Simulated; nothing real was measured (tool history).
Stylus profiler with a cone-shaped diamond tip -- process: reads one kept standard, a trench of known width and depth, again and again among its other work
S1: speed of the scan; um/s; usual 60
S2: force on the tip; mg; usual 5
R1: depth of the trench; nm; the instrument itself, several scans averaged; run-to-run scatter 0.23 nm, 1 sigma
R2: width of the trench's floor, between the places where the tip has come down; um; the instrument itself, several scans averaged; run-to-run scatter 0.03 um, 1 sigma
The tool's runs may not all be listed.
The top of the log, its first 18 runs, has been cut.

run 19 day=48.904 | S1=35 S2=9.61 | R1=1014.32 R2=24.48
run 20 day=52.271 | S1=120 S2=6.37 | R1=1011.22 R2=24.17
run 21 day=55.933 | S1=70 S2=6.9 | R1=1012.09 R2=24.31
run 22 day=58.854 | S1=70 S2=6.9 | R1=1012.23 R2=24.25
run 23 day=61.346 | S1=70 S2=2.69 | R1=1007.33 R2=24.12
run 24 day=64.988 | S1=201 S2=2.85 | R1=1007.46 R2=23.51
run 25 day=68.133 | S1=36 S2=3.28 | R1=1008.01 R2=24.26
run 26 day=70.417 | S1=75 S2=5.82 | R1=1010.83 R2=24.16
-- day=70.788 new tip fitted, height scale calibrated
run 27 day=73.383 | S1=33 S2=3.22 | R1=1006.3 R2=25.72
run 28 day=75.692 | S1=89 S2=5.88 | R1=1009.32 R2=25.64
run 29 day=78.967 | S1=89 S2=5.88 | R1=1009.31 R2=25.54
run 30 day=82.292 | S1=15 S2=5.86 | R1=1009.64 R2=25.7
run 31 day=85.833 | S1=61 S2=10.3 | R1=1014.04 R2=25.63
run 32 day=87.654 | S1=45 S2=9.23 | R1=1013.07 R2=25.62
run 33 day=90.712 | S1=60 S2=11.62 | R1=1015.68 R2=25.54
run 34 day=94.062 | S1=35 S2=3.27 | R1=1006.86 R2=25.59
run 35 day=97.825 | S1=60 S2=2.33 | R1=1005.16 R2=25.3

Consider 3 possible next runs. They are alternatives, not a sequence: every one starts from the tool as it was left by run 35. What does each give?
run A day=99.712 | S1=60 S2=13.71 | R1=? R2=?
run B day=99.712 | S1=122 S2=2.33 | R1=? R2=?
run C day=99.712 | S1=99 S2=9.62 | R1=? R2=?

run=A R1=1017.12 R2=25.49
run=B R1=1005.24 R2=25.01
run=C R1=1013.82 R2=25.37
The same runs, with their run-to-run variation unchanged, on a tool lacking any hidden condition would have given:
run=A R1=1016.69 R2=25.88
run=B R1=1004.83 R2=25.4
run=C R1=1013.4 R2=25.76
